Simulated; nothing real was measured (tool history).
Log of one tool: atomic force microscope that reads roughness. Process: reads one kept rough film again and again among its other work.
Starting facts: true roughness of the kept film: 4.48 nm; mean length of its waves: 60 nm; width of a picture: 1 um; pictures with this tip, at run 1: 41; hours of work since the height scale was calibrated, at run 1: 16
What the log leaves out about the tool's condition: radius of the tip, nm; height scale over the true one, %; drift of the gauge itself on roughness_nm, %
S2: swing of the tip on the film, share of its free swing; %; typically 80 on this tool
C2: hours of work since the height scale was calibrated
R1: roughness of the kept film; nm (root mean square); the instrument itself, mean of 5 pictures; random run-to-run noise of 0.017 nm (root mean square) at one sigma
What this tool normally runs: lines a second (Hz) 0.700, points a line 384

Run 1, hour 0.0: usual settings; pictures with this tip 41; C2 16. Result: R1 3.993 nm (root mean square).
Run 2, hour 11.0: usual settings; pictures with this tip 58; C2 23. Result: R1 3.977 nm (root mean square).
Run 3, hour 17.2: usual settings; pictures with this tip 68; C2 27. Result: R1 3.950 nm (root mean square).
Run 4, hour 23.7: usual settings; pictures with this tip 78; C2 31. Result: R1 3.910 nm (root mean square).
Run 5, hour 34.4: usual settings; pictures with this tip 94; C2 37. Result: R1 3.908 nm (root mean square).
Run 6, hour 45.0: usual settings; pictures with this tip 111; C2 44. Result: R1 3.841 nm (root mean square).
Run 7, hour 53.3: usual settings; pictures with this tip 123; C2 49. Result: R1 3.869 nm (root mean square).
Run 8, hour 59.7: usual settings but S2 75 %; pictures with this tip 133; C2 52. Result: R1 3.890 nm (root mean square).
Run 9, hour 66.7: usual settings; pictures with this tip 144; C2 57. Result: R1 3.806 nm (root mean square).
Run 10, hour 71.7: usual settings; pictures with this tip 152; C2 60. Result: R1 3.818 nm (root mean square).
Run 11, hour 78.1: usual settings; pictures with this tip 161; C2 64. Result: R1 3.800 nm (root mean square).
Run 12, hour 85.2: usual settings but S2 62 %; pictures with this tip 172; C2 68. Result: R1 3.889 nm (root mean square).
Run 13, hour 89.8: usual settings but S2 62 %; pictures with this tip 179; C2 71. Result: R1 3.891 nm (root mean square).
Run 14, hour 95.9: usual settings but S2 62 %; pictures with this tip 189; C2 74. Result: R1 3.857 nm (root mean square).
Run 15, hour 105.3: usual settings but lines a second (Hz) 1.238, S2 60 %, points a line 506; pictures with this tip 203; C2 80. Result: R1 3.828 nm (root mean square).
Run 16, hour 112.2: usual settings but lines a second (Hz) 1.238, S2 60 %, points a line 506; pictures with this tip 214; C2 84. Result: R1 3.799 nm (root mean square).
At hour 114.2: height scale calibrated on a step standard.
Run 17, hour 121.6: usual settings but lines a second (Hz) 1.238, S2 57 %, points a line 507; pictures with this tip 227; C2 5. Result: R1 3.819 nm (root mean square).
Run 18, hour 127.4: usual settings but S2 78 %, points a line 888; pictures with this tip 236; C2 8. Result: R1 3.748 nm (root mean square).
Run 19, hour 132.9: usual settings but points a line 665; pictures with this tip 244; C2 11. Result: R1 3.679 nm (root mean square).
Run 20, hour 143.3: usual settings but points a line 665; pictures with this tip 260; C2 18. Result: R1 3.666 nm (root mean square).
At hour 148.1: height scale calibrated on a step standard, once more.
Run 21, hour 154.4: usual settings but lines a second (Hz) 1.072, S2 84 %, points a line 325; pictures with this tip 275; C2 4. Result: R1 3.497 nm (root mean square).
Run 22, hour 160.8: usual settings but lines a second (Hz) 0.599, points a line 482; pictures with this tip 285; C2 8. Result: R1 3.635 nm (root mean square).
Run 23, hour 165.8: usual settings but lines a second (Hz) 0.599, points a line 482; pictures with this tip 293; C2 11. Result: R1 3.648 nm (root mean square).

How would selected steps in R1 from run to run divide? Give the signed amount a tool lacking its hidden state would still show from settings, what came in and random variation, and the signed amount left for the hidden state, including any gauge scatter that is not in both of the compared results.
Run 1 -> 2: no setting changed, nothing entered. R1 -0.016 nm (root mean square): hidden state -0.027, all else +0.011.
Run 20 -> 21: lines a second (Hz) 0.700 -> 1.072, S2 80 -> 84, points a line 665 -> 325, height scale calibrated on a step standard, once more. R1 -0.169 nm (root mean square): hidden state -0.013, all else -0.156.
Run 21 -> 22: lines a second (Hz) 1.072 -> 0.599, S2 84 -> 80, points a line 325 -> 482. R1 +0.138 nm (root mean square): hidden state -0.032, all else +0.170.
